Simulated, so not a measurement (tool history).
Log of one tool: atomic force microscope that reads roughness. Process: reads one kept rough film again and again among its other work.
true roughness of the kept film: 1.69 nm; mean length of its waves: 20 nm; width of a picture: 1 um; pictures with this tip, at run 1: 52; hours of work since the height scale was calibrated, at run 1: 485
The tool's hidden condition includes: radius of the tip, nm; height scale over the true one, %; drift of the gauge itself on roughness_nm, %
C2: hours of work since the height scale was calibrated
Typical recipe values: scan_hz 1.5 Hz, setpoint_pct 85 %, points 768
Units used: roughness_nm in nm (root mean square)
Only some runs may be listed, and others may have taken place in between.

run 1 hour=0 | scan_hz=1.5 setpoint_pct=85 points=768 | pictures_with_this_tip=52 C2=485 | roughness_nm=1.245
run 2 hour=14.7 | scan_hz=1.5 setpoint_pct=85 points=614 | pictures_with_this_tip=82 C2=497 | roughness_nm=1.17
-- hour=35.6 new tip fitted
run 3 hour=36.3 | scan_hz=1.5 setpoint_pct=74 points=768 | pictures_with_this_tip=2 C2=513 | roughness_nm=1.471
run 4 hour=57.6 | scan_hz=1.5 setpoint_pct=57 points=768 | pictures_with_this_tip=45 C2=530 | roughness_nm=1.36
run 5 hour=72.8 | scan_hz=1.5 setpoint_pct=85 points=768 | pictures_with_this_tip=76 C2=542 | roughness_nm=1.187
run 6 hour=94.3 | scan_hz=1.5 setpoint_pct=85 points=768 | pictures_with_this_tip=120 C2=559 | roughness_nm=1.1
-- hour=96.5 new tip fitted
run 7 hour=110.3 | scan_hz=1.5 setpoint_pct=85 points=768 | pictures_with_this_tip=28 C2=572 | roughness_nm=1.354
run 8 hour=123.2 | scan_hz=1.5 setpoint_pct=85 points=768 | pictures_with_this_tip=54 C2=582 | roughness_nm=1.285
run 9 hour=139.3 | scan_hz=1.58 setpoint_pct=85 points=768 | pictures_with_this_tip=87 C2=594 | roughness_nm=1.171
-- hour=142.6 height scale calibrated on a step standard
run 10 hour=155.7 | scan_hz=1.58 setpoint_pct=85 points=768 | pictures_with_this_tip=119 C2=10 | roughness_nm=1.11
-- hour=158.5 new tip fitted
run 11 hour=177.7 | scan_hz=1.58 setpoint_pct=85 points=768 | pictures_with_this_tip=39 C2=27 | roughness_nm=1.317
run 12 hour=202 | scan_hz=1.58 setpoint_pct=85 points=768 | pictures_with_this_tip=89 C2=47 | roughness_nm=1.166
run 13 hour=216.5 | scan_hz=1.58 setpoint_pct=85 points=768 | pictures_with_this_tip=119 C2=58 | roughness_nm=1.108
-- hour=219.1 new tip fitted
run 14 hour=241.5 | scan_hz=3.28 setpoint_pct=85 points=768 | pictures_with_this_tip=46 C2=78 | roughness_nm=1.197
-- hour=244.2 height scale calibrated on a step standard, once more
run 15 hour=266 | scan_hz=3.28 setpoint_pct=85 points=768 | pictures_with_this_tip=94 C2=17 | roughness_nm=1.068
run 16 hour=279.6 | scan_hz=3.28 setpoint_pct=85 points=768 | pictures_with_this_tip=121 C2=28 | roughness_nm=0.999
-- hour=282.2 new tip fitted
run 17 hour=291.3 | scan_hz=3.28 setpoint_pct=58 points=357 | pictures_with_this_tip=18 C2=37 | roughness_nm=1.4

For run 18, what comes out?
run 18 hour=314.5 | scan_hz=1.74 setpoint_pct=75 points=269 | pictures_with_this_tip=66 C2=55 | roughness_nm=?

For run 18 the tool returned roughness_nm 1.231 nm (root mean square).
Had the tool carried no hidden state, the very same run would have given roughness_nm 1.428 nm (root mean square).

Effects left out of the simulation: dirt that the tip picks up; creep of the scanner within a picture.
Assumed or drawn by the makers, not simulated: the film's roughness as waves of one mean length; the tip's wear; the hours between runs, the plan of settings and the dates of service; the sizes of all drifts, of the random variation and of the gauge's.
